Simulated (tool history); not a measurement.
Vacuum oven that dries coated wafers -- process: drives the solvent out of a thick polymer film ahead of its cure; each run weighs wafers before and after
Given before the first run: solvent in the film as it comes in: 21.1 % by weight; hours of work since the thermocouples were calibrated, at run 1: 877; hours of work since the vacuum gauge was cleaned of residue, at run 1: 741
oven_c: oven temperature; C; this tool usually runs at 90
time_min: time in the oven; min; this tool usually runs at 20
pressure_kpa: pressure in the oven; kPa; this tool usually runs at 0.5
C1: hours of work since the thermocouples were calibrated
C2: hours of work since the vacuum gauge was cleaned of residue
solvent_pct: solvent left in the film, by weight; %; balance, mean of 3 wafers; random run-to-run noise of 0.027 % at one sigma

run 1 hour=0 | oven_c=90 time_min=20 pressure_kpa=0.5 | C1=877 C2=741 | solvent_pct=2.22
run 2 hour=27.9 | oven_c=90 time_min=20 pressure_kpa=0.5 | C1=893 C2=757 | solvent_pct=2.15
run 3 hour=64.3 | oven_c=90 time_min=20 pressure_kpa=0.5 | C1=914 C2=778 | solvent_pct=2.14
run 4 hour=93.1 | oven_c=90 time_min=20 pressure_kpa=0.5 | C1=930 C2=795 | solvent_pct=2.18
run 5 hour=128.5 | oven_c=90 time_min=20 pressure_kpa=0.5 | C1=951 C2=815 | solvent_pct=2.17
run 6 hour=154.9 | oven_c=90 time_min=20 pressure_kpa=0.751 | C1=966 C2=831 | solvent_pct=2.26
run 7 hour=182.7 | oven_c=90 time_min=20 pressure_kpa=0.751 | C1=982 C2=847 | solvent_pct=2.26
run 8 hour=204.9 | oven_c=90 time_min=20 pressure_kpa=0.751 | C1=995 C2=860 | solvent_pct=2.3
run 9 hour=228.2 | oven_c=90 time_min=20 pressure_kpa=0.751 | C1=1008 C2=873 | solvent_pct=2.23
run 10 hour=262.9 | oven_c=90 time_min=34 pressure_kpa=0.751 | C1=1028 C2=893 | solvent_pct=0.82
run 11 hour=289 | oven_c=90 time_min=20 pressure_kpa=0.326 | C1=1043 C2=908 | solvent_pct=2.19
run 12 hour=328.8 | oven_c=90 time_min=20 pressure_kpa=0.5 | C1=1066 C2=931 | solvent_pct=2.24
run 13 hour=359.5 | oven_c=90 time_min=20 pressure_kpa=0.5 | C1=1084 C2=949 | solvent_pct=2.23
run 14 hour=396.6 | oven_c=90 time_min=20 pressure_kpa=0.5 | C1=1105 C2=970 | solvent_pct=2.25
-- hour=411.5 oven's thermocouples calibrated
run 15 hour=427.6 | oven_c=90 time_min=20 pressure_kpa=0.5 | C1=9 C2=987 | solvent_pct=1.86
run 16 hour=467.3 | oven_c=90 time_min=20 pressure_kpa=0.5 | C1=32 C2=1010 | solvent_pct=1.86
run 17 hour=486.5 | oven_c=76 time_min=20 pressure_kpa=0.5 | C1=43 C2=1021 | solvent_pct=5.35
run 18 hour=527.6 | oven_c=76 time_min=20 pressure_kpa=0.5 | C1=67 C2=1044 | solvent_pct=5.29
run 19 hour=555.1 | oven_c=76 time_min=20 pressure_kpa=0.5 | C1=83 C2=1060 | solvent_pct=5.35
run 20 hour=587.3 | oven_c=76 time_min=20 pressure_kpa=0.5 | C1=101 C2=1079 | solvent_pct=5.32
run 21 hour=617.2 | oven_c=90 time_min=15 pressure_kpa=0.5 | C1=119 C2=1096 | solvent_pct=3.11
run 22 hour=636.6 | oven_c=90 time_min=15 pressure_kpa=0.5 | C1=130 C2=1107 | solvent_pct=3.14
run 23 hour=679.7 | oven_c=90 time_min=15 pressure_kpa=0.5 | C1=155 C2=1132 | solvent_pct=3.16
run 24 hour=705.9 | oven_c=90 time_min=15 pressure_kpa=0.5 | C1=170 C2=1147 | solvent_pct=3.16
run 25 hour=741 | oven_c=90 time_min=15 pressure_kpa=0.5 | C1=190 C2=1168 | solvent_pct=3.16
run 26 hour=782.6 | oven_c=90 time_min=28 pressure_kpa=0.83 | C1=214 C2=1192 | solvent_pct=1.06
run 27 hour=802.9 | oven_c=97 time_min=30 pressure_kpa=0.5 | C1=226 C2=1203 | solvent_pct=0.41
run 28 hour=822.4 | oven_c=97 time_min=30 pressure_kpa=0.5 | C1=237 C2=1214 | solvent_pct=0.38
run 29 hour=847 | oven_c=81 time_min=20 pressure_kpa=0.281 | C1=251 C2=1229 | solvent_pct=3.97
run 30 hour=875.8 | oven_c=100 time_min=12 pressure_kpa=1.502 | C1=268 C2=1245 | solvent_pct=2.41
run 31 hour=908.3 | oven_c=82 time_min=14 pressure_kpa=1.093 | C1=286 C2=1264 | solvent_pct=6.03
-- hour=929.5 vacuum gauge cleaned of residue and calibrated
run 32 hour=946.6 | oven_c=95 time_min=17 pressure_kpa=0.5 | C1=308 C2=10 | solvent_pct=1.59
run 33 hour=968.8 | oven_c=95 time_min=17 pressure_kpa=0.5 | C1=321 C2=23 | solvent_pct=1.6
run 34 hour=1012 | oven_c=91 time_min=27 pressure_kpa=0.261 | C1=345 C2=48 | solvent_pct=0.76
run 35 hour=1040.1 | oven_c=91 time_min=27 pressure_kpa=0.261 | C1=362 C2=64 | solvent_pct=0.73
run 36 hour=1078.4 | oven_c=91 time_min=27 pressure_kpa=0.261 | C1=384 C2=86 | solvent_pct=0.72
run 37 hour=1098 | oven_c=91 time_min=32 pressure_kpa=0.887 | C1=395 C2=97 | solvent_pct=0.63
run 38 hour=1130 | oven_c=91 time_min=32 pressure_kpa=0.887 | C1=413 C2=116 | solvent_pct=0.67
run 39 hour=1172.9 | oven_c=77 time_min=11 pressure_kpa=0.887 | C1=438 C2=140 | solvent_pct=8.84
run 40 hour=1201.2 | oven_c=77 time_min=11 pressure_kpa=0.887 | C1=455 C2=157 | solvent_pct=8.82
run 41 hour=1220.1 | oven_c=77 time_min=11 pressure_kpa=0.887 | C1=465 C2=168 | solvent_pct=8.8
run 42 hour=1259.6 | oven_c=90 time_min=21 pressure_kpa=0.5 | C1=488 C2=190 | solvent_pct=1.68
run 43 hour=1286.7 | oven_c=90 time_min=21 pressure_kpa=0.5 | C1=504 C2=206 | solvent_pct=1.72
run 44 hour=1305.8 | oven_c=90 time_min=21 pressure_kpa=0.5 | C1=515 C2=217 | solvent_pct=1.69
run 45 hour=1339.8 | oven_c=90 time_min=23 pressure_kpa=0.5 | C1=534 C2=237 | solvent_pct=1.41
run 46 hour=1371.5 | oven_c=96 time_min=35 pressure_kpa=0.49 | C1=553 C2=255 | solvent_pct=0.27
run 47 hour=1401.6 | oven_c=96 time_min=35 pressure_kpa=0.49 | C1=570 C2=272 | solvent_pct=0.26

Results per run with the tool's hidden condition removed, run-to-run variation unchanged:
Unlogged tool condition in this case: true wafer temperature over the reading, C; true pressure over the reading, kPa; drift of the gauge itself on solvent_pct, %.
run=1 solvent_pct=1.81
run=2 solvent_pct=1.74
run=3 solvent_pct=1.72
run=4 solvent_pct=1.76
run=5 solvent_pct=1.74
run=6 solvent_pct=1.82
run=7 solvent_pct=1.8
run=8 solvent_pct=1.85
run=9 solvent_pct=1.76
run=10 solvent_pct=0.55
run=11 solvent_pct=1.71
run=12 solvent_pct=1.75
run=13 solvent_pct=1.73
run=14 solvent_pct=1.74
run=15 solvent_pct=1.76
run=16 solvent_pct=1.76
run=17 solvent_pct=5.19
run=18 solvent_pct=5.12
run=19 solvent_pct=5.17
run=20 solvent_pct=5.13
run=21 solvent_pct=2.98
run=22 solvent_pct=3.01
run=23 solvent_pct=3.01
run=24 solvent_pct=3
run=25 solvent_pct=2.99
run=26 solvent_pct=0.88
run=27 solvent_pct=0.27
run=28 solvent_pct=0.24
run=29 solvent_pct=3.71
run=30 solvent_pct=2.25
run=31 solvent_pct=5.77
run=32 solvent_pct=1.54
run=33 solvent_pct=1.55
run=34 solvent_pct=0.72
run=35 solvent_pct=0.69
run=36 solvent_pct=0.67
run=37 solvent_pct=0.59
run=38 solvent_pct=0.62
run=39 solvent_pct=8.68
run=40 solvent_pct=8.64
run=41 solvent_pct=8.62
run=42 solvent_pct=1.56
run=43 solvent_pct=1.59
run=44 solvent_pct=1.56
run=45 solvent_pct=1.28
run=46 solvent_pct=0.23
run=47 solvent_pct=0.21
